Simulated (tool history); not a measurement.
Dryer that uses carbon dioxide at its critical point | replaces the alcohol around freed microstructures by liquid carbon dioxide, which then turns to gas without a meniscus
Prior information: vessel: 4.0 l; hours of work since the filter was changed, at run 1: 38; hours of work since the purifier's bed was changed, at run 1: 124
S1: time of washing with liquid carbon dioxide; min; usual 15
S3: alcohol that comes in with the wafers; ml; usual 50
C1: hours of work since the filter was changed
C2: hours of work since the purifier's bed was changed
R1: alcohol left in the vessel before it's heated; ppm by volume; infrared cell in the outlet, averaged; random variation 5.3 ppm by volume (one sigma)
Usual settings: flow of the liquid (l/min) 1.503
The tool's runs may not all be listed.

Run 1, hour 0: usual settings; C1 38; C2 124. Result: R1 141 ppm by volume.
Run 2, hour 8.2: usual settings; C1 44; C2 130. Result: R1 141 ppm by volume.
Run 3, hour 14.3: usual settings; C1 48; C2 134. Result: R1 141 ppm by volume.
Run 4, hour 22.4: usual settings; C1 54; C2 140. Result: R1 137 ppm by volume.
Run 5, hour 33.1: usual settings; C1 61; C2 147. Result: R1 148 ppm by volume.
Run 6, hour 41: usual settings; C1 67; C2 153. Result: R1 138 ppm by volume.
Run 7, hour 49.4: usual settings; C1 73; C2 159. Result: R1 141 ppm by volume.
Run 8, hour 57.6: usual settings; C1 79; C2 165. Result: R1 149 ppm by volume.
Run 9, hour 67.9: usual settings but S3 40 ml; C1 86; C2 172. Result: R1 124 ppm by volume.
Run 10, hour 75.7: usual settings; C1 91; C2 177. Result: R1 151 ppm by volume.
Run 11, hour 81.5: usual settings; C1 96; C2 182. Result: R1 153 ppm by volume.
Run 12, hour 91.9: usual settings; C1 103; C2 189. Result: R1 144 ppm by volume.
Run 13, hour 97.5: usual settings but S1 11 min; C1 107; C2 193. Result: R1 470 ppm by volume.
Run 14, hour 102.3: usual settings but flow of the liquid (l/min) 2.33; C1 110; C2 196. Result: R1 54 ppm by volume.
Run 15, hour 107.9: usual settings but flow of the liquid (l/min) 2.33; C1 114; C2 200. Result: R1 50 ppm by volume.
Run 16, hour 115.9: usual settings but S3 48 ml; C1 120; C2 206. Result: R1 153 ppm by volume.
Run 17, hour 123.3: usual settings but S3 48 ml; C1 125; C2 211. Result: R1 165 ppm by volume.
Run 18, hour 128.8: usual settings but S1 9 min, flow of the liquid (l/min) 1.8; C1 129; C2 215. Result: R1 472 ppm by volume.
Run 19, hour 139.5: usual settings but S1 10 min; C1 137; C2 223. Result: R1 616 ppm by volume.
Run 20, hour 151: usual settings but S1 10 min; C1 145; C2 231. Result: R1 638 ppm by volume.
Run 21, hour 160.5: usual settings but S1 21 min, flow of the liquid (l/min) 0.98; C1 152; C2 238. Result: R1 263 ppm by volume.
Run 22, hour 167.5: usual settings but flow of the liquid (l/min) 2.54; C1 157; C2 243. Result: R1 46 ppm by volume.
Run 23, hour 172.9: usual settings but flow of the liquid (l/min) 2.14; C1 160; C2 246. Result: R1 60 ppm by volume.
Run 24, hour 181.7: usual settings but S1 12 min, flow of the liquid (l/min) 1.58; C1 167; C2 253. Result: R1 312 ppm by volume.

Each row is a separate what-if for the run after 24, all from the same tool condition, not one after another. Results?
Run A, hour 190.3: usual settings but S1 9 min, flow of the liquid (l/min) 1.58, S3 46 ml; C1 173; C2 259. Result: R1 ?.
Run B, hour 190.3: usual settings but flow of the liquid (l/min) 1.92, S3 76 ml; C1 173; C2 259. Result: R1 ?.
Run C, hour 190.3: usual settings but S1 12 min, flow of the liquid (l/min) 1.19; C1 173; C2 259. Result: R1 ?.

run   R1
  A  696
  B   97
  C  793
Without the tool's unlogged condition, the same runs would have read:
run   R1
  A  577
  B   42
  C  664
